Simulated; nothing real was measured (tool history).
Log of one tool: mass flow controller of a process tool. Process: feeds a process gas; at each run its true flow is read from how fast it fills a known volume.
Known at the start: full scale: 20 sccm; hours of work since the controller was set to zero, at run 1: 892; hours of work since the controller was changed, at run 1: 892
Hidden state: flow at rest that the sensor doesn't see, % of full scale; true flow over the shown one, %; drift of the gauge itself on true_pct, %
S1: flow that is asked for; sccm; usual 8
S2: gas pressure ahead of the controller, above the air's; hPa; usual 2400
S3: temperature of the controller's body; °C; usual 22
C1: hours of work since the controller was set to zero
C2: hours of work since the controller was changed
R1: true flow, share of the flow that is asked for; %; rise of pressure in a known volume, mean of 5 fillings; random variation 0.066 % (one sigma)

| run | hour | S1 | S2 | S3 | C1 | C2 | R1 |
|---|---|---|---|---|---|---|---|
| 1 | 0 | 8 | 2400 | 22 | 892 | 892 | 97.68 |
| 2 | 96.8 | 8 | 2400 | 22 | 959 | 959 | 97.75 |
| 3 | 205.9 | 8 | 2400 | 22 | 1034 | 1034 | 97.75 |
| 4 | 314.2 | 8 | 2600 | 22 | 1109 | 1109 | 97.61 |
| 5 | 367.9 | 8 | 2400 | 22 | 1146 | 1146 | 97.74 |
| 6 | 463.8 | 8 | 2400 | 22 | 1213 | 1213 | 97.71 |
| 7 | 558.8 | 8 | 2400 | 22 | 1278 | 1278 | 97.7 |
| 8 | 655.7 | 8 | 2400 | 22 | 1345 | 1345 | 97.65 |
| 9 | 708.6 | 8 | 2400 | 22 | 1382 | 1382 | 97.81 |
| 10 | 805 | 8 | 1690 | 22 | 1449 | 1449 | 97.98 |
| 11 | 918.2 | 8 | 2400 | 22 | 1527 | 1527 | 97.87 |
| 12 | 990.4 | 8 | 2400 | 22 | 1577 | 1577 | 97.74 |
| 13 | 1087 | 8 | 2400 | 22 | 1644 | 1644 | 97.79 |
| 14 | 1144.7 | 8 | 2400 | 22 | 1683 | 1683 | 97.78 |
| 15 | 1237.1 | 8 | 2400 | 22 | 1747 | 1747 | 97.84 |
| 16 | 1294.9 | 8 | 2400 | 22 | 1787 | 1787 | 97.75 |
| 17 | 1408.5 | 8 | 2400 | 22 | 1866 | 1866 | 97.77 |
| 18 | 1527.5 | 8 | 2400 | 22 | 1948 | 1948 | 97.79 |
| 19 | 1648.1 | 8 | 2400 | 23 | 2032 | 2032 | 97.72 |
| 20 | 1712.3 | 8 | 2400 | 23 | 2076 | 2076 | 97.75 |
| 21 | 1840.4 | 8 | 2400 | 23 | 2164 | 2164 | 97.82 |
| 22 | 1895.9 | 8 | 2400 | 23 | 2203 | 2203 | 97.85 |
| 23 | 1991 | 8 | 2400 | 23 | 2269 | 2269 | 97.81 |
| 24 | 2112.7 | 3 | 1960 | 22 | 2353 | 2353 | 97.11 |
| 25 | 2193.3 | 11 | 1520 | 24 | 2409 | 2409 | 98.76 |
| 26 | 2250.7 | 7 | 1750 | 22 | 2448 | 2448 | 97.87 |
| 27 | 2371.5 | 8 | 2300 | 37 | 2532 | 2532 | 98.91 |
| 28 | 2469 | 8 | 1440 | 32 | 2599 | 2599 | 98.98 |
| 29 | 2524.4 | 8 | 1440 | 32 | 2637 | 2637 | 99.01 |
| 30 | 2617.6 | 19 | 2400 | 22 | 2702 | 2702 | 99.45 |
| 31 | 2719.3 | 19 | 2400 | 22 | 2772 | 2772 | 99.49 |
| 32 | 2777.8 | 9 | 2400 | 22 | 2813 | 2813 | 97.78 |
| 33 | 2829.6 | 9 | 2400 | 22 | 2848 | 2848 | 97.96 |
| 34 | 2952.5 | 6 | 2490 | 22 | 2933 | 2933 | 97.49 |
| 35 | 3010.4 | 10 | 2500 | 29 | 2973 | 2973 | 98.6 |
| 36 | 3075.8 | 10 | 2500 | 29 | 3019 | 3019 | 98.63 |
| 37 | 3136.3 | 8 | 1630 | 22 | 3061 | 3061 | 98.07 |
| 38 | 3249.4 | 6 | 1550 | 39 | 3139 | 3139 | 99.11 |
| 39 | 3315.3 | 6 | 1550 | 39 | 3184 | 3184 | 99.05 |
| 40 | 3443.4 | 6 | 1550 | 39 | 3273 | 3273 | 99.17 |
| 41 | 3506.1 | 8 | 1850 | 28 | 3316 | 3316 | 98.46 |
| 42 | 3613.8 | 4 | 2610 | 20 | 3391 | 3391 | 96.92 |

Forecast each of these 3 alternatives for the next run:
| A | 3677.3 | 6 | 2240 | 25 | 3435 | 3435 | ? |
| B | 3677.3 | 8 | 2400 | 24 | 3435 | 3435 | ? |
| C | 3677.3 | 4 | 2610 | 22 | 3435 | 3435 | ? |

| run | R1 |
|---|---|
| A | 97.76 |
| B | 97.9 |
| C | 97.17 |
Without the tool's hidden state the same runs would have given:
| run | R1 |
|---|---|
| A | 97.77 |
| B | 97.91 |
| C | 97.19 |
